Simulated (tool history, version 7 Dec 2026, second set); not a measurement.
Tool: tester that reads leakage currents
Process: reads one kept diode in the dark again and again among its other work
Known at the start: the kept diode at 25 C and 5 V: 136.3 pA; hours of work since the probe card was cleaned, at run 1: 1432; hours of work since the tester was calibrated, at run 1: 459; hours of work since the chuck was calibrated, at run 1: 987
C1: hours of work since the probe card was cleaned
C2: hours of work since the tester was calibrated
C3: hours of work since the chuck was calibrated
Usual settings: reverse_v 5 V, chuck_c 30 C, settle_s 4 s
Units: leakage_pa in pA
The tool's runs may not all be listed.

Run 1, hour 0: usual settings; C1 1432; C2 459; C3 987. Result: leakage_pa 183.18 pA.
Run 2, hour 49.3: usual settings but reverse_v 8.74 V; C1 1460; C2 487; C3 1014. Result: leakage_pa 240.22 pA.
Run 3, hour 74.4: usual settings but reverse_v 8.74 V; C1 1474; C2 501; C3 1029. Result: leakage_pa 239.79 pA.
Run 4, hour 98.8: usual settings but reverse_v 2.89 V; C1 1487; C2 515; C3 1042. Result: leakage_pa 140.06 pA.
At hour 102.8: chuck's temperature calibrated.
Run 5, hour 139.1: usual settings but reverse_v 4.15 V; C1 1509; C2 537; C3 20. Result: leakage_pa 149.67 pA.
Run 6, hour 174.6: usual settings but reverse_v 4.15 V; C1 1529; C2 557; C3 40. Result: leakage_pa 150 pA.
Run 7, hour 222.4: usual settings but reverse_v 2.65 V, settle_s 0.31 s; C1 1556; C2 584; C3 67. Result: leakage_pa 121.37 pA.
Run 8, hour 259.8: usual settings but reverse_v 2.65 V, settle_s 0.31 s; C1 1577; C2 605; C3 89. Result: leakage_pa 121.35 pA.
Run 9, hour 292.6: usual settings but reverse_v 6.13 V, chuck_c 58 C, settle_s 1.94 s; C1 1596; C2 623; C3 107. Result: leakage_pa 1689.48 pA.
Run 10, hour 329.3: usual settings but reverse_v 6.13 V, chuck_c 58 C, settle_s 1.94 s; C1 1616; C2 644; C3 128. Result: leakage_pa 1687.58 pA.

Measured less the same run without the tool's hidden state. The same run-to-run variation is in both; the gauge's scatter may not be:
The hidden state here: stray current of the dirty probe card, pA a volt; current scale over the true one, %; true chuck temperature over the reading, C; drift of the gauge itself on leakage_pa, %.
run  leakage_pa
  1      -28.19
  2      -36.66
  3      -37.12
  4      -23.42
  5      -43.12
  6      -43.77
  7      -36.09
  8      -36.54
  9     -448.12
 10      -453.6
